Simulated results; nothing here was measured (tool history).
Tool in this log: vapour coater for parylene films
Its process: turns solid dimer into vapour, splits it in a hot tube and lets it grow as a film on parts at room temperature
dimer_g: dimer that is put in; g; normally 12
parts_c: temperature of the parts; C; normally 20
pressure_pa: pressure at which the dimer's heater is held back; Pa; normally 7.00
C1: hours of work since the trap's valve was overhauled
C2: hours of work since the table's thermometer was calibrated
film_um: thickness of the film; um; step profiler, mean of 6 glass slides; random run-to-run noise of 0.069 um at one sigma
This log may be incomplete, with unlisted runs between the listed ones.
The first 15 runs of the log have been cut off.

run 16 hour=736.0 | dimer_g=8 parts_c=20 pressure_pa=7.00 | C1=200 C2=1994 | film_um=5.08
run 17 hour=779.6 | dimer_g=8 parts_c=20 pressure_pa=7.00 | C1=229 C2=2023 | film_um=5.00
run 18 hour=837.6 | dimer_g=8 parts_c=20 pressure_pa=7.00 | C1=267 C2=2061 | film_um=4.95
-- hour=867.8 trap's valve overhauled
run 19 hour=890.2 | dimer_g=12 parts_c=20 pressure_pa=7.00 | C1=15 C2=2093 | film_um=8.11
run 20 hour=952.1 | dimer_g=7 parts_c=14 pressure_pa=8.05 | C1=56 C2=2134 | film_um=5.71
run 21 hour=982.2 | dimer_g=6 parts_c=20 pressure_pa=3.90 | C1=76 C2=2154 | film_um=4.29
run 22 hour=1012.6 | dimer_g=6 parts_c=20 pressure_pa=3.90 | C1=96 C2=2174 | film_um=4.34
run 23 hour=1061.1 | dimer_g=11 parts_c=17 pressure_pa=6.58 | C1=128 C2=2206 | film_um=8.03
run 24 hour=1098.3 | dimer_g=11 parts_c=17 pressure_pa=6.58 | C1=153 C2=2231 | film_um=7.89
run 25 hour=1138.9 | dimer_g=11 parts_c=19 pressure_pa=7.85 | C1=180 C2=2258 | film_um=7.07
run 26 hour=1178.5 | dimer_g=22 parts_c=13 pressure_pa=10.40 | C1=206 C2=2284 | film_um=17.14
-- hour=1230.0 table's thermometer calibrated
run 27 hour=1243.5 | dimer_g=14 parts_c=18 pressure_pa=7.00 | C1=248 C2=9 | film_um=9.81
run 28 hour=1275.5 | dimer_g=14 parts_c=18 pressure_pa=7.00 | C1=269 C2=30 | film_um=9.73
-- hour=1302.0 trap's valve overhauled
run 29 hour=1322.1 | dimer_g=22 parts_c=17 pressure_pa=2.32 | C1=13 C2=58 | film_um=20.78
run 30 hour=1368.8 | dimer_g=22 parts_c=17 pressure_pa=2.32 | C1=44 C2=89 | film_um=20.19
run 31 hour=1430.8 | dimer_g=12 parts_c=20 pressure_pa=3.62 | C1=85 C2=130 | film_um=8.81
run 32 hour=1489.1 | dimer_g=7 parts_c=20 pressure_pa=8.36 | C1=124 C2=169 | film_um=4.52
run 33 hour=1534.7 | dimer_g=8 parts_c=14 pressure_pa=3.71 | C1=154 C2=199 | film_um=7.60
run 34 hour=1581.9 | dimer_g=12 parts_c=17 pressure_pa=7.00 | C1=186 C2=231 | film_um=8.78
run 35 hour=1622.2 | dimer_g=11 parts_c=30 pressure_pa=3.12 | C1=212 C2=257 | film_um=5.30
run 36 hour=1648.8 | dimer_g=12 parts_c=25 pressure_pa=2.70 | C1=230 C2=275 | film_um=7.45
run 37 hour=1713.3 | dimer_g=12 parts_c=26 pressure_pa=7.44 | C1=273 C2=318 | film_um=5.80
-- hour=1739.0 trap's valve overhauled
run 38 hour=1761.0 | dimer_g=10 parts_c=18 pressure_pa=11.56 | C1=15 C2=347 | film_um=6.69

What if the next run were any one of these 5? Each begins from the tool's condition after run 38:
run A hour=1824.5 | dimer_g=11 parts_c=20 pressure_pa=11.50 | C1=57 C2=389 | film_um=?
run B hour=1824.5 | dimer_g=7 parts_c=22 pressure_pa=11.74 | C1=57 C2=389 | film_um=?
run C hour=1824.5 | dimer_g=17 parts_c=13 pressure_pa=11.56 | C1=57 C2=389 | film_um=?
run D hour=1824.5 | dimer_g=10 parts_c=21 pressure_pa=11.56 | C1=57 C2=389 | film_um=?
run E hour=1824.5 | dimer_g=5 parts_c=13 pressure_pa=5.04 | C1=57 C2=389 | film_um=?

run=A film_um=6.71
run=B film_um=3.93
run=C film_um=14.14
run=D film_um=5.90
run=E film_um=4.76
Stripped of hidden state, with their random variation kept, the same runs would have yielded:
run=A film_um=6.86
run=B film_um=4.02
run=C film_um=14.44
run=D film_um=6.02
run=E film_um=4.87
